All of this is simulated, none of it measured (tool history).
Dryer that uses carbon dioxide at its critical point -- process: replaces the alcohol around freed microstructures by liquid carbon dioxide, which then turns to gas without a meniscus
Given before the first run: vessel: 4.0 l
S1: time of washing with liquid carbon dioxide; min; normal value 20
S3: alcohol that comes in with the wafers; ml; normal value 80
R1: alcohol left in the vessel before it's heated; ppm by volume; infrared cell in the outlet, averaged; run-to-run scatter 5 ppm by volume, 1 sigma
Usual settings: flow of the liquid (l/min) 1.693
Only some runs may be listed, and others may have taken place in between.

run 1 hour=0.0 | S1=20 flow_of_the_liquid_(l/min)=1.693 S3=80 | R1=242
run 2 hour=21.1 | S1=20 flow_of_the_liquid_(l/min)=1.693 S3=80 | R1=250
run 3 hour=49.9 | S1=20 flow_of_the_liquid_(l/min)=1.693 S3=80 | R1=246
run 4 hour=71.8 | S1=20 flow_of_the_liquid_(l/min)=1.650 S3=80 | R1=264
run 5 hour=116.1 | S1=20 flow_of_the_liquid_(l/min)=1.650 S3=80 | R1=278
run 6 hour=154.0 | S1=15 flow_of_the_liquid_(l/min)=1.693 S3=80 | R1=377
run 7 hour=182.6 | S1=15 flow_of_the_liquid_(l/min)=1.693 S3=80 | R1=142
run 8 hour=213.7 | S1=15 flow_of_the_liquid_(l/min)=1.693 S3=80 | R1=160
run 9 hour=249.7 | S1=15 flow_of_the_liquid_(l/min)=1.693 S3=80 | R1=163
run 10 hour=280.2 | S1=18 flow_of_the_liquid_(l/min)=1.693 S3=80 | R1=81
run 11 hour=311.9 | S1=18 flow_of_the_liquid_(l/min)=1.693 S3=80 | R1=79
run 12 hour=339.4 | S1=20 flow_of_the_liquid_(l/min)=1.693 S3=80 | R1=53
run 13 hour=374.1 | S1=20 flow_of_the_liquid_(l/min)=1.693 S3=80 | R1=73
run 14 hour=416.1 | S1=20 flow_of_the_liquid_(l/min)=1.693 S3=80 | R1=82
run 15 hour=455.1 | S1=20 flow_of_the_liquid_(l/min)=1.693 S3=80 | R1=84
run 16 hour=485.1 | S1=20 flow_of_the_liquid_(l/min)=1.693 S3=80 | R1=80
run 17 hour=503.3 | S1=20 flow_of_the_liquid_(l/min)=1.693 S3=80 | R1=84
run 18 hour=526.2 | S1=20 flow_of_the_liquid_(l/min)=1.693 S3=80 | R1=85
run 19 hour=556.8 | S1=20 flow_of_the_liquid_(l/min)=1.693 S3=80 | R1=82
run 20 hour=598.0 | S1=20 flow_of_the_liquid_(l/min)=1.693 S3=80 | R1=99
run 21 hour=627.0 | S1=20 flow_of_the_liquid_(l/min)=1.190 S3=80 | R1=258
run 22 hour=649.9 | S1=20 flow_of_the_liquid_(l/min)=1.190 S3=86 | R1=277
run 23 hour=680.4 | S1=20 flow_of_the_liquid_(l/min)=1.693 S3=80 | R1=106
run 24 hour=720.7 | S1=20 flow_of_the_liquid_(l/min)=1.693 S3=80 | R1=112
run 25 hour=751.9 | S1=20 flow_of_the_liquid_(l/min)=1.390 S3=104 | R1=206
run 26 hour=778.2 | S1=20 flow_of_the_liquid_(l/min)=1.390 S3=104 | R1=203
run 27 hour=807.8 | S1=20 flow_of_the_liquid_(l/min)=1.660 S3=104 | R1=147
run 28 hour=846.7 | S1=20 flow_of_the_liquid_(l/min)=1.030 S3=86 | R1=499
run 29 hour=879.9 | S1=20 flow_of_the_liquid_(l/min)=1.630 S3=80 | R1=157
run 30 hour=899.3 | S1=13 flow_of_the_liquid_(l/min)=1.630 S3=80 | R1=451
run 31 hour=920.4 | S1=26 flow_of_the_liquid_(l/min)=2.200 S3=69 | R1=137
run 32 hour=949.1 | S1=26 flow_of_the_liquid_(l/min)=1.150 S3=26 | R1=154
run 33 hour=989.9 | S1=15 flow_of_the_liquid_(l/min)=1.150 S3=26 | R1=383
run 34 hour=1019.6 | S1=15 flow_of_the_liquid_(l/min)=1.150 S3=26 | R1=396
run 35 hour=1055.6 | S1=15 flow_of_the_liquid_(l/min)=1.150 S3=26 | R1=395
run 36 hour=1099.0 | S1=15 flow_of_the_liquid_(l/min)=1.260 S3=26 | R1=339
run 37 hour=1126.3 | S1=15 flow_of_the_liquid_(l/min)=1.260 S3=26 | R1=349
run 38 hour=1155.2 | S1=30 flow_of_the_liquid_(l/min)=1.270 S3=80 | R1=187
run 39 hour=1197.4 | S1=30 flow_of_the_liquid_(l/min)=1.270 S3=80 | R1=192
run 40 hour=1230.2 | S1=20 flow_of_the_liquid_(l/min)=1.693 S3=46 | R1=201
run 41 hour=1254.3 | S1=20 flow_of_the_liquid_(l/min)=2.220 S3=25 | R1=189
run 42 hour=1281.8 | S1=20 flow_of_the_liquid_(l/min)=2.220 S3=25 | R1=192
run 43 hour=1304.9 | S1=20 flow_of_the_liquid_(l/min)=2.220 S3=25 | R1=199
run 44 hour=1342.4 | S1=13 flow_of_the_liquid_(l/min)=1.693 S3=22 | R1=263
run 45 hour=1381.9 | S1=27 flow_of_the_liquid_(l/min)=1.320 S3=114 | R1=230
run 46 hour=1410.5 | S1=27 flow_of_the_liquid_(l/min)=1.320 S3=114 | R1=241
run 47 hour=1432.4 | S1=27 flow_of_the_liquid_(l/min)=1.130 S3=114 | R1=290

Between the runs listed above, the log contained 3 entries, not reproduced here. Where in the sequence does each belong, and how does what the log doesn't record of the tool's condition differ from the listed run before to the listed run after?
After run 6, before run 7: purifier's bed changed (hour 171.8)
  flow that reaches the vessel past the clogged filter, %: 95.4 -> 95.2; alcohol in the recycled carbon dioxide, ppm: 242.2 -> 7.4
  measured result minus the result with no hidden state, R1: +267 -> +33 ppm by volume
After run 14, before run 15: inlet filter changed (hour 453.7)
  flow that reaches the vessel past the clogged filter, %: 92.9 -> 99.7; alcohol in the recycled carbon dioxide, ppm: 46.9 -> 53.4
  measured result minus the result with no hidden state, R1: +54 -> +50 ppm by volume
After run 39, before run 40: inlet filter changed (hour 1226.7)
  flow that reaches the vessel past the clogged filter, %: 92.5 -> 99.7; alcohol in the recycled carbon dioxide, ppm: 179.5 -> 185.1
  measured result minus the result with no hidden state, R1: +182 -> +180 ppm by volume
